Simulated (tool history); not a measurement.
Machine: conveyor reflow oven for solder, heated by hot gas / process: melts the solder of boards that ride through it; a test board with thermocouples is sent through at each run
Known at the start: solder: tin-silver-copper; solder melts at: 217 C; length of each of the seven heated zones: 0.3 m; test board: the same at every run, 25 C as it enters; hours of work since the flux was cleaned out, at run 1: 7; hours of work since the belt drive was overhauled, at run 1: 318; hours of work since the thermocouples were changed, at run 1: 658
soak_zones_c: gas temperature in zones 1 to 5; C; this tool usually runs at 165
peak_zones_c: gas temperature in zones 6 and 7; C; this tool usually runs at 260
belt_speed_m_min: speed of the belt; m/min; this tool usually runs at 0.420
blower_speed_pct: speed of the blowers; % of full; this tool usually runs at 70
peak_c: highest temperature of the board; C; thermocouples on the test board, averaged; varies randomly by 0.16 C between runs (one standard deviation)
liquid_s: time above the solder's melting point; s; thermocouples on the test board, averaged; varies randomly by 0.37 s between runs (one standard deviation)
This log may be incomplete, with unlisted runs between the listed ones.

run   hour  soak_zones_c  peak_zones_c  belt_speed_m_min  blower_speed_pct  hours of work since the flux was cleaned out  hours of work since the belt drive was overhauled  hours of work since the thermocouples were changed  peak_c  liquid_s
  1    0.0           165           260             0.420                70                                             7                                                318                                                 658   246.6      57.3
  2   11.1           165           260             0.449                70                                            15                                                326                                                 666   244.5      50.4
      20.8  -- thermocouples of zones 6 and 7 changed
  3   27.9           170           260             0.420                70                                            25                                                336                                                   5   245.9      58.4
  4   34.2           165           260             0.420                70                                            30                                                341                                                   9   245.1      55.4
  5   44.4           165           260             0.420                70                                            37                                                348                                                  17   244.7      55.6
  6   52.6           165           260             0.457                70                                            43                                                353                                                  22   242.4      47.1
  7   62.1           165           260             0.420                66                                            49                                                360                                                  29   243.7      53.3
  8   76.4           165           260             0.420                83                                            60                                                370                                                  39   248.3      60.5
  9   92.0           165           260             0.420                70                                            70                                                381                                                  50   244.9      55.0
 10   99.5           165           260             0.455                70                                            76                                                386                                                  55   242.4      48.1
 11  108.2           165           260             0.455                70                                            82                                                393                                                  61   242.8      47.7
 12  120.1           165           260             0.420                70                                            90                                                401                                                  70   245.3      55.9
 13  131.8           165           260             0.420                70                                            98                                                409                                                  78   245.0      55.4
 14  146.5           165           260             0.420                70                                           109                                                420                                                  88   244.8      55.8
 15  155.0           162           260             0.420                70                                           115                                                425                                                  94   244.5      54.4
 16  168.7           157           260             0.480                62                                           124                                                435                                                 104   235.6      34.3
 17  176.1           157           266             0.371                62                                           130                                                440                                                 109   250.3      66.2
 18  189.6           169           252             0.397                55                                           139                                                450                                                 119   235.7      47.0
 19  197.0           169           260             0.397                59                                           144                                                455                                                 124   243.8      58.6
 20  206.9           165           260             0.425                78                                           151                                                462                                                 131   246.8      56.9
 21  222.1           155           260             0.380                64                                           162                                                473                                                 141   244.6      57.9
 22  233.1           165           267             0.439                85                                           170                                                480                                                 149   253.5      60.9
 23  244.2           165           267             0.439                85                                           177                                                488                                                 157   253.9      62.1
 24  255.3           174           260             0.420                73                                           185                                                496                                                 165   247.2      61.9
 25  270.6           151           272             0.341                89                                           196                                                507                                                 176   264.0      84.8
 26  281.2           160           264             0.342                87                                           203                                                514                                                 183   256.8      82.7
 27  291.3           156           270             0.342                87                                           211                                                521                                                 190   262.3      85.2
     304.9  -- flux residue cleaned out of gas plates and filters
 28  307.1           156           270             0.342                87                                             2                                                529                                                 198   262.8      85.7
 29  316.8           165           260             0.463                70                                             8                                                536                                                 205   242.4      47.7
 30  323.2           155           257             0.397                88                                            13                                                540                                                 209   247.8      61.0

What differs in the tool's unlogged condition from the final listed run ahead of each entry between runs to the first listed run following it?
Between runs 2 and 3: thermocouples of zones 6 and 7 changed (hour 20.8)
  heat that the gas passes to the board, % of a clean oven's: 98.5 -> 98.3; belt's true speed, % of the reading: 98.82 -> 98.79; true gas temperature in zones 6 and 7 over the reading, C: 1.59 -> 0.01
  measured result minus the result with no hidden state, peak_c: +1.4 -> +0.0 C; liquid_s: +1.9 -> +0.7 s
Between runs 27 and 28: flux residue cleaned out of gas plates and filters (hour 304.9)
  heat that the gas passes to the board, % of a clean oven's: 95.5 -> 99.2; belt's true speed, % of the reading: 98.23 -> 98.21; true gas temperature in zones 6 and 7 over the reading, C: 0.33 -> 0.35
  measured result minus the result with no hidden state, peak_c: -0.2 -> +0.6 C; liquid_s: +1.1 -> +2.0 s
